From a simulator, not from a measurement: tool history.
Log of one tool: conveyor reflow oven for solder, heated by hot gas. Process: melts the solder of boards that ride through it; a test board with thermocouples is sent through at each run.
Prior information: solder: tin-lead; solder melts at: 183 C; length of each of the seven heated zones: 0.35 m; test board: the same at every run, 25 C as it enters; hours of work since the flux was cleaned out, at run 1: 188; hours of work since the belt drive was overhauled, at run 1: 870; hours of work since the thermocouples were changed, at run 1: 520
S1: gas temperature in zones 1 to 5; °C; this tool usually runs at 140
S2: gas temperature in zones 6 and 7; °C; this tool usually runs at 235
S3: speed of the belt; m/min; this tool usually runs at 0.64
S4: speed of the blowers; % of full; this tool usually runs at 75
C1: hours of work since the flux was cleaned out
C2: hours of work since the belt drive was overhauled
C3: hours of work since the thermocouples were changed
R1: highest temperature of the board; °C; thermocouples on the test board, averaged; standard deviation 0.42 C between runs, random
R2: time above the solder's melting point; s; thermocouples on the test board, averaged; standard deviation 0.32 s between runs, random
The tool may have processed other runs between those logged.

run	hour	S1	S2	S3	S4	C1	C2	C3	R1	R2
1	0	140	235	0.64	75	188	870	520	216.4	49.7
2	19.9	140	235	0.64	75	197	878	529	216.9	50.3
3	38.9	140	235	0.64	75	205	887	537	216.5	50.4
4	52.6	140	235	0.64	75	211	893	543	216	49.6
5	68.7	140	235	0.64	75	218	900	550	216.2	50.3
6	86.1	140	235	0.64	75	226	907	558	216.9	49.9
7	107.7	140	235	0.62	75	236	917	568	217.5	52.2
8	120.4	140	235	0.62	75	241	922	573	216.5	52.1
9	141.3	140	235	0.64	51	250	932	582	206.2	39.3
10	168.3	140	235	0.605	75	262	943	594	218.1	54
11	188.5	140	235	0.605	75	271	952	603	217	54.1
12	206.7	140	235	0.605	75	279	960	611	217.6	53.9
13	237.8	140	235	0.64	75	293	974	625	215.3	48.9
14	266.4	140	235	0.64	75	305	987	637	215.1	48.8
15	293.3	140	235	0.64	62	317	998	649	211	44.1
# hour 312.9: belt drive overhauled, speed set with a stopwatch
16	317.5	140	249	0.619	75	326	2	658	227.3	56.8
17	338.4	145	247	0.586	61	335	11	667	222.6	59.6
# hour 346: flux residue cleaned out of gas plates and filters
18	358.4	129	238	0.576	55	5	18	674	208.8	43.5
19	389.2	129	238	0.576	55	19	31	687	209.8	43.7
20	407.2	125	224	0.64	75	27	39	695	200.1	29.5
# hour 431.9: flux residue cleaned out of gas plates and filters, once more
21	433.1	128	235	0.64	75	1	48	704	214.7	44.9
22	451.4	128	249	0.64	75	9	56	712	226.6	51.8
23	470.6	126	249	0.73	61	17	65	721	214.2	36
24	490.8	126	249	0.73	61	26	74	730	212.9	36
25	508.9	126	249	0.516	58	34	82	738	227.4	63.9
26	521.7	126	249	0.516	58	39	87	743	227.3	64
27	539.1	134	224	0.717	66	47	95	751	199.5	26.5
28	566.4	134	224	0.717	66	59	107	763	199.6	26.4
29	596.2	134	232	0.717	55	72	120	776	199.8	26.2
30	625.5	133	229	0.721	59	85	133	789	199	25.4

Consider 3 possible next runs. They are alternatives, not a sequence: every one starts from the tool as it was left by run 30. What does each give?
A	650.9	133	230	0.721	82	96	144	800	?	?
B	650.9	139	229	0.669	59	96	144	800	?	?
C	650.9	140	235	0.56	69	96	144	800	?	?

run	R1	R2
A	209.2	36.6
B	203.4	34.1
C	217.9	57.7
Take away the tool's hidden state, keep each run's random variation, and the runs would have read:
run	R1	R2
A	212.4	39.1
B	206.1	36.9
C	220.8	59.7

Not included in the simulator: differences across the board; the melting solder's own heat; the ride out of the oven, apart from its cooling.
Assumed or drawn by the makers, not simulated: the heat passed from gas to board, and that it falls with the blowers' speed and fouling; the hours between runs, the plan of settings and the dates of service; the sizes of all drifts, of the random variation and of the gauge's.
